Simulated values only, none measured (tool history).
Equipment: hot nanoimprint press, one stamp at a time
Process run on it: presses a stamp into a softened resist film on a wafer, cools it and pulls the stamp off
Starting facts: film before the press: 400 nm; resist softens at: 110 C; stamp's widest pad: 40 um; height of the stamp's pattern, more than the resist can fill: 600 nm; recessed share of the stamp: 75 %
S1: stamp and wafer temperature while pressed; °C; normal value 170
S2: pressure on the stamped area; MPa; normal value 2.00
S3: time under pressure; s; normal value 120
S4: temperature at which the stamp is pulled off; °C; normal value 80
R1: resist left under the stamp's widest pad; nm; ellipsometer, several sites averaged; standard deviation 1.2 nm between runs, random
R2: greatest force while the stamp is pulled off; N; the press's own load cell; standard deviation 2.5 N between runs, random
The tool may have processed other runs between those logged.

| run | hour | S1 | S2 | S3 | S4 | R1 | R2 |
|---|---|---|---|---|---|---|---|
| 1 | 0.0 | 170 | 2.00 | 120 | 80 | 197.4 | 118 |
| 2 | 16.4 | 170 | 2.00 | 120 | 80 | 196.0 | 116 |
| 3 | 37.3 | 170 | 2.00 | 120 | 80 | 196.4 | 115 |
| 4 | 71.4 | 168 | 2.00 | 120 | 80 | 214.3 | 125 |
| 5 | 98.8 | 170 | 2.00 | 120 | 86 | 198.7 | 113 |
| 6 | 134.1 | 170 | 2.00 | 120 | 86 | 198.5 | 111 |
| 7 | 167.2 | 170 | 2.00 | 120 | 84 | 200.2 | 116 |
| 8 | 188.6 | 170 | 2.00 | 120 | 84 | 200.0 | 122 |
| 9 | 218.6 | 170 | 2.00 | 120 | 84 | 202.2 | 121 |
| 10 | 238.3 | 170 | 2.00 | 120 | 80 | 202.0 | 135 |
| 11 | 263.8 | 175 | 2.74 | 79 | 72 | 169.4 | 146 |
| 12 | 288.6 | 175 | 2.74 | 79 | 72 | 169.2 | 143 |
|  | 321.1 | stamp cleaned and given a new release coat |
| 13 | 323.5 | 170 | 2.00 | 120 | 70 | 203.4 | 134 |
| 14 | 355.6 | 170 | 2.00 | 120 | 70 | 204.1 | 128 |
| 15 | 370.4 | 170 | 2.00 | 120 | 70 | 205.4 | 137 |
| 16 | 396.9 | 170 | 2.00 | 120 | 70 | 206.0 | 146 |
| 17 | 414.0 | 170 | 2.00 | 120 | 70 | 205.6 | 143 |
|  | 428.7 | plate thermocouple calibrated |
| 18 | 437.2 | 170 | 2.00 | 120 | 70 | 186.2 | 136 |
| 19 | 472.0 | 170 | 2.00 | 120 | 70 | 185.8 | 143 |
| 20 | 506.6 | 170 | 2.00 | 105 | 77 | 195.9 | 131 |

Some steps in R1 between neighbouring runs. How much of each would the tool show without its hidden state too (settings, what came in, random variation), and how much is left for the hidden state, with any gauge scatter that isn't in both results?
Hidden state present: true temperature over the reading, C; pressure that arrives at the usual setting, %; grip of the stamp's worn release coat, % over a new coat's; drift of the gauge itself on residual_nm, %; drift of the gauge itself on pull_off_n, %.
Run 10 -> 11: S1 170 -> 175, S2 2.00 -> 2.74, S3 120 -> 79, S4 80 -> 72. R1 -32.6 nm: hidden state -1.8, all else -30.8.
Run 12 -> 13: S1 175 -> 170, S2 2.74 -> 2.00, S3 79 -> 120, S4 72 -> 70, stamp cleaned and given a new release coat. R1 +34.2 nm: hidden state +3.3, all else +30.9.
Run 17 -> 18: plate thermocouple calibrated. R1 -19.4 nm: hidden state -19.4, all else +0.0.
